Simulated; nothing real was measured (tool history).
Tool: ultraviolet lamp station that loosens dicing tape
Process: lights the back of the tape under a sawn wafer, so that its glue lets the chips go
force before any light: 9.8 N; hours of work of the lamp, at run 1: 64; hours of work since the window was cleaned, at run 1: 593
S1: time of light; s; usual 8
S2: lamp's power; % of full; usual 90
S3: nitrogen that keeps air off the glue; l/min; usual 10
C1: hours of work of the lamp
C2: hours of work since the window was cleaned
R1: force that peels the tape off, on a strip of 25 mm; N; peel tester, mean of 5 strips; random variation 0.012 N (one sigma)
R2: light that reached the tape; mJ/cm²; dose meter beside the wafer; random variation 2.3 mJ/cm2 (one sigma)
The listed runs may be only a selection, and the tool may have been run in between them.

run 1 hour=0 | S1=8 S2=90 S3=10 | C1=64 C2=593 | R1=0.864 R2=192
run 2 hour=16.3 | S1=8 S2=90 S3=10 | C1=72 C2=601 | R1=0.887 R2=189
run 3 hour=38 | S1=8 S2=90 S3=10 | C1=82 C2=612 | R1=0.896 R2=189
run 4 hour=53.6 | S1=8 S2=90 S3=10 | C1=90 C2=619 | R1=0.897 R2=186
run 5 hour=83.1 | S1=8 S2=61 S3=10 | C1=104 C2=633 | R1=1.928 R2=127
-- hour=97 window cleaned of glue's vapour
run 6 hour=97.9 | S1=11 S2=90 S3=10 | C1=111 C2=0 | R1=0.487 R2=242
run 7 hour=123.2 | S1=8 S2=90 S3=10 | C1=123 C2=13 | R1=1.052 R2=175
run 8 hour=139.2 | S1=8 S2=88 S3=10 | C1=131 C2=20 | R1=1.081 R2=169
-- hour=160.8 window cleaned of glue's vapour, once more
run 9 hour=163.2 | S1=8 S2=88 S3=10 | C1=142 C2=1 | R1=0.653 R2=213
run 10 hour=193.1 | S1=8 S2=90 S3=10 | C1=157 C2=16 | R1=0.625 R2=221
run 11 hour=219.9 | S1=8 S2=88 S3=10 | C1=170 C2=29 | R1=0.684 R2=210
run 12 hour=242.4 | S1=8 S2=88 S3=10 | C1=181 C2=40 | R1=0.671 R2=213
run 13 hour=266.9 | S1=8 S2=88 S3=10 | C1=192 C2=51 | R1=0.652 R2=212
run 14 hour=292.3 | S1=8 S2=90 S3=10 | C1=205 C2=64 | R1=0.66 R2=214
run 15 hour=314.8 | S1=8 S2=90 S3=10 | C1=216 C2=75 | R1=0.698 R2=215
run 16 hour=333.7 | S1=8 S2=90 S3=10 | C1=225 C2=84 | R1=0.649 R2=209
run 17 hour=354 | S1=8 S2=90 S3=10 | C1=235 C2=94 | R1=0.684 R2=213
run 18 hour=379.8 | S1=8 S2=90 S3=10 | C1=247 C2=106 | R1=0.699 R2=209
run 19 hour=397.5 | S1=6 S2=90 S3=16 | C1=256 C2=115 | R1=0.943 R2=154
run 20 hour=415 | S1=6 S2=77 S3=5 | C1=264 C2=123 | R1=2.433 R2=135
run 21 hour=437.3 | S1=7 S2=87 S3=18 | C1=275 C2=134 | R1=0.702 R2=177
run 22 hour=452.1 | S1=7 S2=82 S3=5 | C1=282 C2=141 | R1=1.75 R2=164
run 23 hour=476.5 | S1=6 S2=82 S3=19 | C1=294 C2=153 | R1=1.085 R2=144
run 24 hour=489.3 | S1=13 S2=90 S3=8 | C1=300 C2=159 | R1=0.315 R2=335
run 25 hour=519.5 | S1=13 S2=90 S3=8 | C1=315 C2=174 | R1=0.312 R2=331
run 26 hour=545.3 | S1=13 S2=90 S3=8 | C1=327 C2=186 | R1=0.329 R2=335
run 27 hour=574.4 | S1=7 S2=93 S3=9 | C1=341 C2=200 | R1=0.996 R2=179

Run 28 has not been measured yet. What should we expect?
run 28 hour=594.7 | S1=6 S2=90 S3=8 | C1=351 C2=210 | R1=? R2=?

R1: 1.548 N
R2: 152 mJ/cm²
If the tool had no hidden condition, the same run with the same run-to-run variation would have returned R1 1.213 N, R2 174 mJ/cm².

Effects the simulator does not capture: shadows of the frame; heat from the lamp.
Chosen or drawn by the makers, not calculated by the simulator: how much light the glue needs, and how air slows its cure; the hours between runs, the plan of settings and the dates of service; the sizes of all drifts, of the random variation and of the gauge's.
